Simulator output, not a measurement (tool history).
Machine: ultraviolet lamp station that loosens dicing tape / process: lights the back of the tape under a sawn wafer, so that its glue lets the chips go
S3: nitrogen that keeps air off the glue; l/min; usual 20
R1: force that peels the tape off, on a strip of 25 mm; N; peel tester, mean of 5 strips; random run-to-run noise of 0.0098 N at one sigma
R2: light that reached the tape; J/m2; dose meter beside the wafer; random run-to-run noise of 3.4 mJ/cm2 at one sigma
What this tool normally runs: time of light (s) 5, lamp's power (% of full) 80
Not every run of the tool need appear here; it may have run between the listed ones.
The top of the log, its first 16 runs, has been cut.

{"run": 17, "day": 12.271, "time of light (s)": 5, "lamp's power (% of full)": 80, "S3": 20, "R1": 0.549, "R2": 4580}
{"run": 18, "day": 12.879, "time of light (s)": 5, "lamp's power (% of full)": 80, "S3": 20, "R1": 0.579, "R2": 4670}
{"day": 12.958, "done": "window cleaned of glue's vapour"}
{"run": 19, "day": 13.388, "time of light (s)": 5, "lamp's power (% of full)": 80, "S3": 20, "R1": 0.571, "R2": 4590}
{"run": 20, "day": 14.288, "time of light (s)": 5, "lamp's power (% of full)": 80, "S3": 20, "R1": 0.573, "R2": 4660}
{"day": 14.933, "done": "window cleaned of glue's vapour, once more"}
{"run": 21, "day": 15.4, "time of light (s)": 10, "lamp's power (% of full)": 89, "S3": 20, "R1": 0.109, "R2": 10540}
{"run": 22, "day": 15.888, "time of light (s)": 10, "lamp's power (% of full)": 75, "S3": 14, "R1": 0.185, "R2": 8850}
{"run": 23, "day": 16.983, "time of light (s)": 5, "lamp's power (% of full)": 80, "S3": 20, "R1": 0.562, "R2": 4660}
{"run": 24, "day": 17.45, "time of light (s)": 10, "lamp's power (% of full)": 65, "S3": 8, "R1": 0.324, "R2": 7500}
{"run": 25, "day": 18.504, "time of light (s)": 10, "lamp's power (% of full)": 65, "S3": 8, "R1": 0.314, "R2": 7620}
{"run": 26, "day": 19.138, "time of light (s)": 10, "lamp's power (% of full)": 68, "S3": 8, "R1": 0.291, "R2": 7910}
{"run": 27, "day": 19.858, "time of light (s)": 10, "lamp's power (% of full)": 68, "S3": 8, "R1": 0.284, "R2": 7820}
{"run": 28, "day": 20.4, "time of light (s)": 10, "lamp's power (% of full)": 88, "S3": 8, "R1": 0.168, "R2": 10140}
{"run": 29, "day": 21.029, "time of light (s)": 10, "lamp's power (% of full)": 88, "S3": 8, "R1": 0.164, "R2": 10160}
{"run": 30, "day": 21.946, "time of light (s)": 5, "lamp's power (% of full)": 80, "S3": 8, "R1": 0.769, "R2": 4570}
{"run": 31, "day": 22.812, "time of light (s)": 4, "lamp's power (% of full)": 89, "S3": 8, "R1": 0.902, "R2": 4080}
{"run": 32, "day": 23.908, "time of light (s)": 3, "lamp's power (% of full)": 80, "S3": 8, "R1": 1.405, "R2": 2750}
{"run": 33, "day": 24.704, "time of light (s)": 3, "lamp's power (% of full)": 80, "S3": 8, "R1": 1.424, "R2": 2740}
{"run": 34, "day": 25.708, "time of light (s)": 3, "lamp's power (% of full)": 80, "S3": 8, "R1": 1.479, "R2": 2760}
{"run": 35, "day": 26.558, "time of light (s)": 3, "lamp's power (% of full)": 80, "S3": 8, "R1": 1.442, "R2": 2710}
{"run": 36, "day": 27.075, "time of light (s)": 3, "lamp's power (% of full)": 79, "S3": 8, "R1": 1.482, "R2": 2650}
{"run": 37, "day": 27.967, "time of light (s)": 3, "lamp's power (% of full)": 79, "S3": 8, "R1": 1.486, "R2": 2640}
{"run": 38, "day": 28.45, "time of light (s)": 3, "lamp's power (% of full)": 79, "S3": 26, "R1": 1.192, "R2": 2660}
{"run": 39, "day": 28.912, "time of light (s)": 4, "lamp's power (% of full)": 77, "S3": 20, "R1": 0.885, "R2": 3400}
{"run": 40, "day": 29.912, "time of light (s)": 4, "lamp's power (% of full)": 77, "S3": 20, "R1": 0.895, "R2": 3440}

Consider 3 possible next runs. They are alternatives, not a sequence: every one starts from the tool as it was left by run 40. What does each give?
{"run": "A", "day": 30.692, "time of light (s)": 5, "lamp's power (% of full)": 61, "S3": 10, "R1": "?", "R2": "?"}
{"run": "B", "day": 30.692, "time of light (s)": 7, "lamp's power (% of full)": 95, "S3": 20, "R1": "?", "R2": "?"}
{"run": "C", "day": 30.692, "time of light (s)": 6, "lamp's power (% of full)": 80, "S3": 8, "R1": "?", "R2": "?"}

run=A R1=1.092 R2=3420
run=B R1=0.238 R2=7360
run=C R1=0.605 R2=5330
The same runs, with their run-to-run variation unchanged, on a tool lacking any hidden condition would have given:
run=A R1=0.836 R2=4200
run=B R1=0.161 R2=9040
run=C R1=0.416 R2=6550
